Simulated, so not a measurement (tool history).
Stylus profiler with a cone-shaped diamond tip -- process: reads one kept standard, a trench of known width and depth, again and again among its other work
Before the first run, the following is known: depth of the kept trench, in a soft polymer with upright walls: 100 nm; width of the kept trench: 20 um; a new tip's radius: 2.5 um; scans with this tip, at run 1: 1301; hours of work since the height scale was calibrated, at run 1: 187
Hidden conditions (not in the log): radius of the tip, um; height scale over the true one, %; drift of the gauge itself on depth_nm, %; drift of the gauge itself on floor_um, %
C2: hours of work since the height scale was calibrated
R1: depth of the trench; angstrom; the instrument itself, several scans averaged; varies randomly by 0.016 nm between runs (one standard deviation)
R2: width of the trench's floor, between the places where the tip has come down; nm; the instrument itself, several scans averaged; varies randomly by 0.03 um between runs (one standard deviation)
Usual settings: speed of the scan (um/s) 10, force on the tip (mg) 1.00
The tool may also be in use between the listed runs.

{"run": 1, "hour": 0.0, "speed of the scan (um/s)": 10, "force on the tip (mg)": 1.0, "scans with this tip": 1301, "C2": 187, "R1": 1004.3, "R2": 18510}
{"run": 2, "hour": 6.8, "speed of the scan (um/s)": 10, "force on the tip (mg)": 1.0, "scans with this tip": 1325, "C2": 190, "R1": 1004.3, "R2": 18470}
{"run": 3, "hour": 21.6, "speed of the scan (um/s)": 10, "force on the tip (mg)": 1.36, "scans with this tip": 1376, "C2": 197, "R1": 1005.5, "R2": 18440}
{"run": 4, "hour": 35.7, "speed of the scan (um/s)": 6, "force on the tip (mg)": 1.0, "scans with this tip": 1425, "C2": 204, "R1": 1004.0, "R2": 18510}
{"run": 5, "hour": 49.3, "speed of the scan (um/s)": 6, "force on the tip (mg)": 1.0, "scans with this tip": 1471, "C2": 211, "R1": 1004.3, "R2": 18490}
{"run": 6, "hour": 56.2, "speed of the scan (um/s)": 10, "force on the tip (mg)": 1.0, "scans with this tip": 1495, "C2": 215, "R1": 1004.0, "R2": 18520}
{"run": 7, "hour": 68.1, "speed of the scan (um/s)": 10, "force on the tip (mg)": 1.0, "scans with this tip": 1536, "C2": 220, "R1": 1004.0, "R2": 18470}
{"run": 8, "hour": 75.4, "speed of the scan (um/s)": 10, "force on the tip (mg)": 1.0, "scans with this tip": 1561, "C2": 224, "R1": 1004.0, "R2": 18440}
{"run": 9, "hour": 82.3, "speed of the scan (um/s)": 10, "force on the tip (mg)": 1.0, "scans with this tip": 1585, "C2": 227, "R1": 1004.4, "R2": 18450}
{"run": 10, "hour": 97.8, "speed of the scan (um/s)": 10, "force on the tip (mg)": 1.0, "scans with this tip": 1639, "C2": 235, "R1": 1004.1, "R2": 18400}
{"run": 11, "hour": 108.4, "speed of the scan (um/s)": 10, "force on the tip (mg)": 1.0, "scans with this tip": 1675, "C2": 240, "R1": 1004.1, "R2": 18410}
{"run": 12, "hour": 116.4, "speed of the scan (um/s)": 10, "force on the tip (mg)": 1.44, "scans with this tip": 1703, "C2": 244, "R1": 1005.8, "R2": 18440}
{"run": 13, "hour": 125.1, "speed of the scan (um/s)": 10, "force on the tip (mg)": 1.44, "scans with this tip": 1733, "C2": 249, "R1": 1005.5, "R2": 18500}
{"run": 14, "hour": 133.8, "speed of the scan (um/s)": 10, "force on the tip (mg)": 1.0, "scans with this tip": 1763, "C2": 253, "R1": 1004.2, "R2": 18440}
{"run": 15, "hour": 147.9, "speed of the scan (um/s)": 10, "force on the tip (mg)": 1.0, "scans with this tip": 1811, "C2": 260, "R1": 1003.9, "R2": 18500}
{"run": 16, "hour": 158.5, "speed of the scan (um/s)": 10, "force on the tip (mg)": 1.0, "scans with this tip": 1848, "C2": 265, "R1": 1004.3, "R2": 18440}
{"run": 17, "hour": 170.3, "speed of the scan (um/s)": 10, "force on the tip (mg)": 0.57, "scans with this tip": 1889, "C2": 271, "R1": 1002.6, "R2": 18400}
{"run": 18, "hour": 183.9, "speed of the scan (um/s)": 10, "force on the tip (mg)": 0.57, "scans with this tip": 1936, "C2": 278, "R1": 1002.5, "R2": 18360}
{"run": 19, "hour": 192.3, "speed of the scan (um/s)": 10, "force on the tip (mg)": 1.26, "scans with this tip": 1964, "C2": 282, "R1": 1004.9, "R2": 18470}
{"run": 20, "hour": 206.2, "speed of the scan (um/s)": 10, "force on the tip (mg)": 1.26, "scans with this tip": 2012, "C2": 289, "R1": 1005.0, "R2": 18450}
{"run": 21, "hour": 217.9, "speed of the scan (um/s)": 3, "force on the tip (mg)": 1.0, "scans with this tip": 2053, "C2": 295, "R1": 1003.9, "R2": 18450}
{"run": 22, "hour": 230.9, "speed of the scan (um/s)": 9, "force on the tip (mg)": 1.0, "scans with this tip": 2097, "C2": 301, "R1": 1003.9, "R2": 18450}
{"run": 23, "hour": 240.4, "speed of the scan (um/s)": 9, "force on the tip (mg)": 1.0, "scans with this tip": 2130, "C2": 306, "R1": 1003.9, "R2": 18420}
{"run": 24, "hour": 251.2, "speed of the scan (um/s)": 9, "force on the tip (mg)": 1.0, "scans with this tip": 2167, "C2": 311, "R1": 1003.7, "R2": 18440}
{"run": 25, "hour": 266.9, "speed of the scan (um/s)": 20, "force on the tip (mg)": 2.16, "scans with this tip": 2222, "C2": 319, "R1": 1007.1, "R2": 18440}
{"run": 26, "hour": 277.9, "speed of the scan (um/s)": 20, "force on the tip (mg)": 0.75, "scans with this tip": 2260, "C2": 324, "R1": 1003.2, "R2": 18340}
{"run": 27, "hour": 289.9, "speed of the scan (um/s)": 2, "force on the tip (mg)": 2.37, "scans with this tip": 2301, "C2": 330, "R1": 1007.7, "R2": 18450}
{"run": 28, "hour": 304.5, "speed of the scan (um/s)": 3, "force on the tip (mg)": 0.86, "scans with this tip": 2351, "C2": 337, "R1": 1003.3, "R2": 18450}
{"run": 29, "hour": 316.1, "speed of the scan (um/s)": 4, "force on the tip (mg)": 0.77, "scans with this tip": 2391, "C2": 343, "R1": 1003.2, "R2": 18470}
{"run": 30, "hour": 323.9, "speed of the scan (um/s)": 5, "force on the tip (mg)": 0.7, "scans with this tip": 2418, "C2": 347, "R1": 1003.1, "R2": 18440}
{"run": 31, "hour": 338.8, "speed of the scan (um/s)": 14, "force on the tip (mg)": 1.89, "scans with this tip": 2470, "C2": 354, "R1": 1006.6, "R2": 18410}
{"run": 32, "hour": 347.4, "speed of the scan (um/s)": 14, "force on the tip (mg)": 1.89, "scans with this tip": 2499, "C2": 359, "R1": 1006.6, "R2": 18370}
{"run": 33, "hour": 355.4, "speed of the scan (um/s)": 29, "force on the tip (mg)": 0.6, "scans with this tip": 2527, "C2": 363, "R1": 1002.3, "R2": 18260}
{"run": 34, "hour": 364.2, "speed of the scan (um/s)": 32, "force on the tip (mg)": 1.7, "scans with this tip": 2557, "C2": 367, "R1": 1006.1, "R2": 18320}
{"run": 35, "hour": 373.9, "speed of the scan (um/s)": 11, "force on the tip (mg)": 0.34, "scans with this tip": 2591, "C2": 372, "R1": 1001.4, "R2": 18390}
{"run": 36, "hour": 381.9, "speed of the scan (um/s)": 21, "force on the tip (mg)": 1.22, "scans with this tip": 2618, "C2": 376, "R1": 1004.3, "R2": 18370}
{"run": 37, "hour": 396.6, "speed of the scan (um/s)": 30, "force on the tip (mg)": 1.27, "scans with this tip": 2669, "C2": 383, "R1": 1004.7, "R2": 18300}
{"run": 38, "hour": 403.8, "speed of the scan (um/s)": 30, "force on the tip (mg)": 1.27, "scans with this tip": 2694, "C2": 386, "R1": 1004.5, "R2": 18310}
{"run": 39, "hour": 418.1, "speed of the scan (um/s)": 30, "force on the tip (mg)": 1.27, "scans with this tip": 2743, "C2": 394, "R1": 1004.7, "R2": 18300}
{"run": 40, "hour": 430.8, "speed of the scan (um/s)": 10, "force on the tip (mg)": 1.58, "scans with this tip": 2787, "C2": 400, "R1": 1005.2, "R2": 18420}
{"run": 41, "hour": 441.7, "speed of the scan (um/s)": 6, "force on the tip (mg)": 0.69, "scans with this tip": 2824, "C2": 405, "R1": 1002.9, "R2": 18370}
{"run": 42, "hour": 448.5, "speed of the scan (um/s)": 6, "force on the tip (mg)": 0.69, "scans with this tip": 2848, "C2": 409, "R1": 1002.7, "R2": 18410}
{"run": 43, "hour": 463.6, "speed of the scan (um/s)": 10, "force on the tip (mg)": 0.36, "scans with this tip": 2900, "C2": 416, "R1": 1001.3, "R2": 18350}
{"run": 44, "hour": 472.9, "speed of the scan (um/s)": 10, "force on the tip (mg)": 0.36, "scans with this tip": 2932, "C2": 421, "R1": 1001.2, "R2": 18310}
{"run": 45, "hour": 484.6, "speed of the scan (um/s)": 8, "force on the tip (mg)": 0.82, "scans with this tip": 2972, "C2": 426, "R1": 1003.2, "R2": 18380}
{"run": 46, "hour": 497.3, "speed of the scan (um/s)": 8, "force on the tip (mg)": 0.82, "scans with this tip": 3016, "C2": 433, "R1": 1002.9, "R2": 18340}
{"run": 47, "hour": 504.4, "speed of the scan (um/s)": 3, "force on the tip (mg)": 1.55, "scans with this tip": 3041, "C2": 436, "R1": 1005.1, "R2": 18370}

Alternative continuations, all from the tool just after run 47; predict every row:
{"run": "A", "hour": 515.6, "speed of the scan (um/s)": 31, "force on the tip (mg)": 0.56, "scans with this tip": 3079, "C2": 442, "R1": "?", "R2": "?"}
{"run": "B", "hour": 515.6, "speed of the scan (um/s)": 3, "force on the tip (mg)": 1.55, "scans with this tip": 3079, "C2": 442, "R1": "?", "R2": "?"}
{"run": "C", "hour": 515.6, "speed of the scan (um/s)": 14, "force on the tip (mg)": 0.33, "scans with this tip": 3079, "C2": 442, "R1": "?", "R2": "?"}
{"run": "D", "hour": 515.6, "speed of the scan (um/s)": 10, "force on the tip (mg)": 1.28, "scans with this tip": 3079, "C2": 442, "R1": "?", "R2": "?"}

run=A R1=1002.3 R2=18260
run=B R1=1005.4 R2=18400
run=C R1=1001.1 R2=18280
run=D R1=1004.6 R2=18310
Had the tool no hidden state, the same runs would have come out as:
run=A R1=1003.4 R2=18460
run=B R1=1006.5 R2=18590
run=C R1=1002.3 R2=18480
run=D R1=1005.7 R2=18510
